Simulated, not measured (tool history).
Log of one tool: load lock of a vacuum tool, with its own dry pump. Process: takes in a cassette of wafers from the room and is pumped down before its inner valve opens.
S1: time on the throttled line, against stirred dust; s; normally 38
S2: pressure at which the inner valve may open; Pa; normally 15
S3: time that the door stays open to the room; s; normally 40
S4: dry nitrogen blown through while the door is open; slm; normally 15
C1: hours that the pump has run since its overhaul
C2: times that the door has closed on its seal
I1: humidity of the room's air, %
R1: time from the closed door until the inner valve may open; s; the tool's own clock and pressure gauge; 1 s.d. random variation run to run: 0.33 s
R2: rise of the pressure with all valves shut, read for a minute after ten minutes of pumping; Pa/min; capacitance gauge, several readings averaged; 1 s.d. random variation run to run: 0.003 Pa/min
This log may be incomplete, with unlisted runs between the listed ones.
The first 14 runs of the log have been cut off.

Run 15, day 320.379: usual settings but S4 5 slm; C1 20628; C2 12551; I1 49.5. Result: R1 101 s, R2 0.053 Pa/min.
Run 16, day 335.988: usual settings but S4 5 slm; C1 21003; C2 13874; I1 42.7. Result: R1 101.6 s, R2 0.053 Pa/min.
Run 17, day 348.062: usual settings but S4 5 slm; C1 21293; C2 14897; I1 43.3. Result: R1 101.3 s, R2 0.063 Pa/min.
Run 18, day 364.321: usual settings but S4 5 slm; C1 21683; C2 16275; I1 47. Result: R1 101.4 s, R2 0.067 Pa/min.
Run 19, day 388.138: usual settings but S4 5 slm; C1 22254; C2 18294; I1 43.8. Result: R1 101.9 s, R2 0.069 Pa/min.
Run 20, day 402.179: usual settings but S1 60 s, S2 16 Pa, S3 150 s, S4 22 slm; C1 22591; C2 19484; I1 42.9. Result: R1 117.3 s, R2 0.072 Pa/min.
At day 424.842: dry pump taken out, an overhauled one fitted.
Run 21, day 425.896: usual settings but S1 23 s, S2 11 Pa, S4 10 slm; C1 25; C2 21473; I1 48.9. Result: R1 87.1 s, R2 0.072 Pa/min.
Run 22, day 439.65: usual settings but S1 23 s, S2 17 Pa, S3 26 s, S4 10 slm; C1 355; C2 22639; I1 41. Result: R1 84.8 s, R2 0.071 Pa/min.
Run 23, day 451.7: usual settings but S1 30 s, S2 17 Pa, S3 26 s, S4 11 slm; C1 645; C2 23660; I1 43.7. Result: R1 89.4 s, R2 0.071 Pa/min.
Run 24, day 465.196: usual settings but S2 12 Pa, S3 70 s; C1 968; C2 24804; I1 48.1. Result: R1 97.9 s, R2 0.085 Pa/min.
Run 25, day 486.275: usual settings but S1 31 s, S3 55 s, S4 8 slm; C1 1474; C2 26591; I1 42.9. Result: R1 91.5 s, R2 0.092 Pa/min.
Run 26, day 505.729: usual settings but S1 31 s, S3 55 s, S4 24 slm; C1 1941; C2 28239; I1 43.9. Result: R1 91.5 s, R2 0.095 Pa/min.
Run 27, day 521.471: usual settings but S1 64 s, S2 13 Pa, S4 44 slm; C1 2319; C2 29573; I1 42.9. Result: R1 116.2 s, R2 0.09 Pa/min.
Run 28, day 543.433: usual settings but S2 20 Pa; C1 2846; C2 31435; I1 43.7. Result: R1 94 s, R2 0.111 Pa/min.
Run 29, day 562.221: usual settings but S2 20 Pa; C1 3297; C2 33027; I1 47. Result: R1 93.8 s, R2 0.118 Pa/min.
Run 30, day 577.812: usual settings but S1 70 s, S4 17 slm; C1 3671; C2 34349; I1 43.4. Result: R1 119.3 s, R2 0.127 Pa/min.
Run 31, day 590.517: usual settings but S1 70 s, S4 17 slm; C1 3976; C2 35426; I1 45.4. Result: R1 119.6 s, R2 0.126 Pa/min.
Run 32, day 615.733: usual settings but S1 70 s, S4 44 slm; C1 4581; C2 37563; I1 42.2. Result: R1 120.7 s, R2 0.137 Pa/min.
Run 33, day 638.183: usual settings but S1 33 s, S4 44 slm; C1 5120; C2 39466; I1 46.1. Result: R1 93.6 s, R2 0.144 Pa/min.
Run 34, day 654.104: usual settings but S1 22 s, S2 17 Pa; C1 5502; C2 40815; I1 44.1. Result: R1 84.9 s, R2 0.152 Pa/min.
Run 35, day 680.871: usual settings but S1 34 s, S2 20 Pa, S3 93 s, S4 5 slm; C1 6145; C2 43084; I1 47.3. Result: R1 92.2 s, R2 0.209 Pa/min.
Run 36, day 697.767: usual settings but S3 201 s, S4 13 slm; C1 6550; C2 44516; I1 46. Result: R1 97.7 s, R2 0.214 Pa/min.
Run 37, day 713.396: usual settings but S2 13 Pa, S3 38 s; C1 6925; C2 45841; I1 46.7. Result: R1 99.4 s, R2 0.186 Pa/min.

Here are 3 independent what-if runs from the current tool condition. What would each one return?
At day 730.154: door's seal changed, seat wiped.
Run A, day 730.658: usual settings but S1 73 s, S2 13 Pa, S3 38 s; C1 7338; C2 42; I1 44.9. Result: R1 ?, R2 ?.
At day 730.154: door's seal changed, seat wiped.
Run B, day 730.658: usual settings but S2 12 Pa; C1 7338; C2 42; I1 45.4. Result: R1 ?, R2 ?.
At day 730.154: door's seal changed, seat wiped.
Run C, day 730.658: usual settings but S2 13 Pa; C1 7338; C2 42; I1 48.2. Result: R1 ?, R2 ?.

run     R1     R2
  A  124.5  0.017
  B  100.4  0.024
  C   99.5  0.019
Take away the tool's hidden state, keep each run's random variation, and the runs would have read:
run     R1     R2
  A  122.7  0.016
  B   98.3  0.024
  C   97.4  0.018
